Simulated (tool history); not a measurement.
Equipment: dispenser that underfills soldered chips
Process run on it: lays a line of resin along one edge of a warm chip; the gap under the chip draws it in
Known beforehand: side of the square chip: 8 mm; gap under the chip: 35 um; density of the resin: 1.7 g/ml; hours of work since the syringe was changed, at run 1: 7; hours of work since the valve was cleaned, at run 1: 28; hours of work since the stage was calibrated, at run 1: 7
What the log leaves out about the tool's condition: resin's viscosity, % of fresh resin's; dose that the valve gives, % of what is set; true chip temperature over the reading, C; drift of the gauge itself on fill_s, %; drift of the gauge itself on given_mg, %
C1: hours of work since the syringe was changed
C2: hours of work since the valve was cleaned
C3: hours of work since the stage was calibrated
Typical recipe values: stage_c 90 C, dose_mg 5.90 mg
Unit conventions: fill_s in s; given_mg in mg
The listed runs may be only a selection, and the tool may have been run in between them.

{"run": 1, "hour": 0.0, "stage_c": 90, "dose_mg": 5.9, "C1": 7, "C2": 28, "C3": 7, "fill_s": 215.0, "given_mg": 5.76}
{"hour": 1.6, "done": "new syringe of resin"}
{"run": 2, "hour": 2.9, "stage_c": 91, "dose_mg": 5.9, "C1": 1, "C2": 30, "C3": 9, "fill_s": 138.6, "given_mg": 5.71}
{"run": 3, "hour": 6.2, "stage_c": 86, "dose_mg": 5.9, "C1": 3, "C2": 32, "C3": 11, "fill_s": 199.0, "given_mg": 5.73}
{"run": 4, "hour": 8.2, "stage_c": 90, "dose_mg": 5.9, "C1": 5, "C2": 33, "C3": 12, "fill_s": 182.2, "given_mg": 5.75}
{"run": 5, "hour": 11.2, "stage_c": 90, "dose_mg": 5.9, "C1": 7, "C2": 35, "C3": 14, "fill_s": 211.2, "given_mg": 5.72}
{"hour": 12.9, "done": "new syringe of resin"}
{"run": 6, "hour": 14.5, "stage_c": 90, "dose_mg": 5.9, "C1": 1, "C2": 38, "C3": 16, "fill_s": 143.6, "given_mg": 5.71}
{"run": 7, "hour": 18.2, "stage_c": 90, "dose_mg": 7.45, "C1": 4, "C2": 40, "C3": 19, "fill_s": 171.0, "given_mg": 7.12}
{"run": 8, "hour": 21.5, "stage_c": 90, "dose_mg": 7.45, "C1": 6, "C2": 42, "C3": 21, "fill_s": 199.1, "given_mg": 7.14}
{"hour": 24.2, "done": "new syringe of resin"}
{"run": 9, "hour": 24.2, "stage_c": 87, "dose_mg": 7.45, "C1": 0, "C2": 44, "C3": 23, "fill_s": 148.6, "given_mg": 7.11}
{"run": 10, "hour": 27.5, "stage_c": 90, "dose_mg": 5.9, "C1": 2, "C2": 46, "C3": 25, "fill_s": 159.3, "given_mg": 5.62}
{"run": 11, "hour": 30.2, "stage_c": 90, "dose_mg": 7.59, "C1": 4, "C2": 48, "C3": 27, "fill_s": 175.4, "given_mg": 7.25}
{"run": 12, "hour": 33.1, "stage_c": 90, "dose_mg": 7.59, "C1": 6, "C2": 50, "C3": 29, "fill_s": 203.0, "given_mg": 7.14}
{"hour": 35.5, "done": "new syringe of resin"}
{"run": 13, "hour": 36.2, "stage_c": 90, "dose_mg": 5.9, "C1": 0, "C2": 52, "C3": 31, "fill_s": 141.1, "given_mg": 5.58}
{"run": 14, "hour": 40.4, "stage_c": 90, "dose_mg": 5.9, "C1": 3, "C2": 55, "C3": 34, "fill_s": 172.8, "given_mg": 5.6}
{"run": 15, "hour": 43.0, "stage_c": 97, "dose_mg": 5.9, "C1": 5, "C2": 57, "C3": 36, "fill_s": 148.7, "given_mg": 5.53}
{"hour": 46.8, "done": "new syringe of resin"}
{"run": 16, "hour": 47.2, "stage_c": 97, "dose_mg": 6.11, "C1": 0, "C2": 59, "C3": 38, "fill_s": 100.8, "given_mg": 5.69}
{"run": 17, "hour": 49.6, "stage_c": 97, "dose_mg": 6.11, "C1": 2, "C2": 61, "C3": 40, "fill_s": 115.4, "given_mg": 5.79}
{"hour": 52.4, "done": "dispensing valve cleaned and set on the balance"}
{"run": 18, "hour": 54.0, "stage_c": 97, "dose_mg": 6.11, "C1": 4, "C2": 1, "C3": 42, "fill_s": 132.1, "given_mg": 6.1}
{"run": 19, "hour": 56.1, "stage_c": 97, "dose_mg": 5.9, "C1": 6, "C2": 3, "C3": 44, "fill_s": 145.7, "given_mg": 5.98}
{"hour": 59.1, "done": "new syringe of resin"}
{"run": 20, "hour": 59.5, "stage_c": 85, "dose_mg": 5.64, "C1": 0, "C2": 5, "C3": 46, "fill_s": 172.4, "given_mg": 5.56}
{"run": 21, "hour": 63.2, "stage_c": 84, "dose_mg": 6.61, "C1": 3, "C2": 7, "C3": 48, "fill_s": 207.8, "given_mg": 6.58}
{"run": 22, "hour": 67.3, "stage_c": 102, "dose_mg": 7.49, "C1": 6, "C2": 10, "C3": 51, "fill_s": 123.9, "given_mg": 7.4}
{"hour": 70.7, "done": "new syringe of resin"}
{"run": 23, "hour": 71.9, "stage_c": 89, "dose_mg": 6.02, "C1": 1, "C2": 13, "C3": 54, "fill_s": 148.4, "given_mg": 5.93}
{"run": 24, "hour": 75.3, "stage_c": 78, "dose_mg": 6.57, "C1": 3, "C2": 15, "C3": 57, "fill_s": 272.7, "given_mg": 6.49}
{"run": 25, "hour": 79.6, "stage_c": 78, "dose_mg": 6.57, "C1": 6, "C2": 18, "C3": 60, "fill_s": 330.8, "given_mg": 6.45}
{"hour": 82.2, "done": "new syringe of resin"}
{"run": 26, "hour": 83.0, "stage_c": 89, "dose_mg": 6.98, "C1": 1, "C2": 20, "C3": 62, "fill_s": 145.1, "given_mg": 6.8}
{"run": 27, "hour": 86.8, "stage_c": 79, "dose_mg": 5.33, "C1": 3, "C2": 23, "C3": 64, "fill_s": 274.1, "given_mg": 5.2}
{"run": 28, "hour": 89.7, "stage_c": 99, "dose_mg": 6.99, "C1": 5, "C2": 25, "C3": 66, "fill_s": 134.0, "given_mg": 6.86}
{"run": 29, "hour": 91.7, "stage_c": 83, "dose_mg": 6.22, "C1": 7, "C2": 26, "C3": 68, "fill_s": 278.0, "given_mg": 6.02}
{"hour": 93.4, "done": "new syringe of resin"}
{"run": 30, "hour": 95.3, "stage_c": 92, "dose_mg": 5.16, "C1": 1, "C2": 29, "C3": 70, "fill_s": 139.3, "given_mg": 5.01}
{"run": 31, "hour": 99.8, "stage_c": 102, "dose_mg": 7.25, "C1": 4, "C2": 32, "C3": 73, "fill_s": 112.5, "given_mg": 7.08}
{"hour": 104.6, "done": "new syringe of resin"}
{"run": 32, "hour": 104.6, "stage_c": 102, "dose_mg": 7.25, "C1": 0, "C2": 35, "C3": 76, "fill_s": 81.4, "given_mg": 7.04}
{"run": 33, "hour": 107.3, "stage_c": 104, "dose_mg": 6.26, "C1": 2, "C2": 37, "C3": 78, "fill_s": 89.5, "given_mg": 6.03}
{"run": 34, "hour": 110.1, "stage_c": 104, "dose_mg": 6.26, "C1": 4, "C2": 39, "C3": 80, "fill_s": 100.9, "given_mg": 6.03}
{"run": 35, "hour": 113.7, "stage_c": 98, "dose_mg": 7.09, "C1": 6, "C2": 41, "C3": 82, "fill_s": 148.8, "given_mg": 6.74}
{"hour": 115.9, "done": "new syringe of resin"}
{"run": 36, "hour": 116.4, "stage_c": 90, "dose_mg": 5.83, "C1": 0, "C2": 43, "C3": 84, "fill_s": 140.7, "given_mg": 5.61}

How would selected steps in fill_s from run to run divide? Give the signed amount a tool lacking its hidden state would still show from settings, what came in and random variation, and the signed amount left for the hidden state, including any gauge scatter that is not in both of the compared results.
Run 1 -> 2: stage_c 90 -> 91, new syringe of resin. fill_s -76.4 s: hidden state -72.4, all else -4.0.
Run 25 -> 26: stage_c 78 -> 89, dose_mg 6.57 -> 6.98, new syringe of resin. fill_s -185.7 s: hidden state -112.1, all else -73.6.
Run 27 -> 28: stage_c 79 -> 99, dose_mg 5.33 -> 6.99. fill_s -140.1 s: hidden state -17.4, all else -122.7.
Run 28 -> 29: stage_c 99 -> 83, dose_mg 6.99 -> 6.22. fill_s +144.0 s: hidden state +62.9, all else +81.1.
Run 29 -> 30: stage_c 83 -> 92, dose_mg 6.22 -> 5.16, new syringe of resin. fill_s -138.7 s: hidden state -88.3, all else -50.4.
